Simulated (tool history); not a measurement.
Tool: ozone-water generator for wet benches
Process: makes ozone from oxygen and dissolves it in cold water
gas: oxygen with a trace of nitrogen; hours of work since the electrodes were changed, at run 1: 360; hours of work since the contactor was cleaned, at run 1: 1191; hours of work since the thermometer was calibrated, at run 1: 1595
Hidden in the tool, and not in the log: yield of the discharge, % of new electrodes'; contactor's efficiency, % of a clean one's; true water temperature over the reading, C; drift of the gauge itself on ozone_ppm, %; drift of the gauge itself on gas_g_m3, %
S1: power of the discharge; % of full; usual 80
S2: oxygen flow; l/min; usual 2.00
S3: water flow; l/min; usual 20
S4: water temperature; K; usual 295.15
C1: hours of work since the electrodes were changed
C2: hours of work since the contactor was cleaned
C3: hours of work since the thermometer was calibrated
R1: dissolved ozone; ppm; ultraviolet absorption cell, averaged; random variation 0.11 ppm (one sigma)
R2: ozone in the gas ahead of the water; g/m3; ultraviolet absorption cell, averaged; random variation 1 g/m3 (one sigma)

| run | hour | S1 | S2 | S3 | S4 | C1 | C2 | C3 | R1 | R2 |
|---|---|---|---|---|---|---|---|---|---|---|
| 1 | 0.0 | 80 | 2.00 | 20 | 295.15 | 360 | 1191 | 1595 | 7.3 | 176.4 |
| 2 | 103.7 | 80 | 2.00 | 20 | 295.15 | 429 | 1259 | 1663 | 7.2 | 177.2 |
| 3 | 155.5 | 80 | 2.00 | 20 | 295.15 | 463 | 1293 | 1698 | 7.4 | 174.5 |
| 4 | 245.4 | 80 | 2.00 | 16 | 295.15 | 522 | 1352 | 1757 | 8.9 | 175.6 |
| 5 | 298.7 | 85 | 2.00 | 20 | 295.15 | 557 | 1387 | 1792 | 7.3 | 182.1 |
| 6 | 370.4 | 85 | 2.00 | 20 | 298.15 | 604 | 1434 | 1839 | 7.2 | 183.9 |
| 7 | 430.7 | 61 | 2.00 | 20 | 295.15 | 644 | 1474 | 1878 | 5.9 | 144.7 |
| 8 | 502.4 | 80 | 2.00 | 20 | 295.15 | 691 | 1521 | 1926 | 7.0 | 176.4 |
| 9 | 597.2 | 80 | 2.00 | 20 | 295.15 | 753 | 1583 | 1988 | 7.3 | 177.3 |
| 10 | 645.7 | 80 | 2.00 | 20 | 295.15 | 785 | 1615 | 2020 | 7.1 | 178.1 |
| 11 | 747.5 | 80 | 2.00 | 20 | 295.15 | 852 | 1682 | 2087 | 7.3 | 176.9 |
| 12 | 824.6 | 80 | 2.98 | 20 | 295.15 | 903 | 1733 | 2137 | 7.5 | 139.3 |
| 13 | 889.0 | 80 | 2.98 | 20 | 295.15 | 945 | 1775 | 2180 | 7.5 | 140.4 |
| 14 | 958.1 | 80 | 2.98 | 20 | 295.15 | 990 | 1821 | 2225 | 7.5 | 141.1 |
| 15 | 1031.5 | 80 | 2.00 | 20 | 295.15 | 1039 | 1869 | 2273 | 7.3 | 177.5 |
| 16 | 1118.8 | 80 | 2.00 | 20 | 295.15 | 1096 | 1926 | 2331 | 7.3 | 178.5 |
| 17 | 1210.3 | 80 | 2.00 | 20 | 295.15 | 1156 | 1986 | 2391 | 7.1 | 178.2 |
| 18 | 1281.4 | 80 | 1.08 | 20 | 290.15 | 1203 | 2033 | 2438 | 6.5 | 255.0 |
| 19 | 1379.8 | 80 | 1.08 | 30 | 290.15 | 1268 | 2098 | 2502 | 4.1 | 253.2 |
| 20 | 1434.6 | 80 | 1.25 | 18 | 290.15 | 1304 | 2134 | 2538 | 7.7 | 232.1 |
| 21 | 1544.4 | 80 | 1.25 | 26 | 289.15 | 1376 | 2206 | 2611 | 5.3 | 232.9 |
| 22 | 1602.9 | 80 | 1.25 | 26 | 289.15 | 1414 | 2244 | 2649 | 5.0 | 233.0 |
| 23 | 1690.4 | 54 | 1.51 | 20 | 295.15 | 1472 | 2302 | 2707 | 5.1 | 158.8 |
| 24 | 1739.9 | 54 | 1.51 | 20 | 295.15 | 1504 | 2335 | 2739 | 5.1 | 158.7 |
| 25 | 1807.0 | 64 | 1.14 | 16 | 295.15 | 1548 | 2379 | 2783 | 7.0 | 210.8 |
| 26 | 1892.3 | 64 | 1.14 | 16 | 295.15 | 1604 | 2435 | 2839 | 7.1 | 211.9 |
| 27 | 1965.3 | 80 | 2.90 | 12 | 295.15 | 1653 | 2483 | 2887 | 11.5 | 145.9 |
| 28 | 2064.8 | 91 | 1.45 | 15 | 288.15 | 1718 | 2548 | 2953 | 10.5 | 235.4 |
| 29 | 2155.1 | 75 | 1.72 | 24 | 293.15 | 1777 | 2607 | 3012 | 5.8 | 188.4 |
| 30 | 2268.5 | 49 | 2.05 | 24 | 294.15 | 1852 | 2682 | 3087 | 4.2 | 123.2 |
| 31 | 2379.2 | 46 | 1.57 | 22 | 288.15 | 1925 | 2755 | 3159 | 4.2 | 140.6 |
| 32 | 2437.2 | 46 | 1.57 | 22 | 288.15 | 1963 | 2793 | 3198 | 4.3 | 138.6 |
| 33 | 2523.4 | 46 | 1.57 | 22 | 288.15 | 2019 | 2850 | 3254 | 4.4 | 138.3 |

Forecast each of these 4 alternatives for the next run:
| A | 2619.0 | 76 | 1.00 | 20 | 294.15 | 2082 | 2912 | 3317 | ? | ? |
| B | 2619.0 | 76 | 1.35 | 22 | 288.15 | 2082 | 2912 | 3317 | ? | ? |
| C | 2619.0 | 46 | 1.57 | 22 | 290.15 | 2082 | 2912 | 3317 | ? | ? |
| D | 2619.0 | 97 | 3.55 | 22 | 289.15 | 2082 | 2912 | 3317 | ? | ? |

| run | R1 | R2 |
|---|---|---|
| A | 5.9 | 261.0 |
| B | 6.1 | 217.4 |
| C | 4.4 | 139.9 |
| D | 8.7 | 149.5 |
Without the tool's hidden state the same runs would have given:
| run | R1 | R2 |
|---|---|---|
| A | 5.9 | 254.2 |
| B | 6.1 | 211.7 |
| C | 4.4 | 136.2 |
| D | 8.7 | 145.6 |
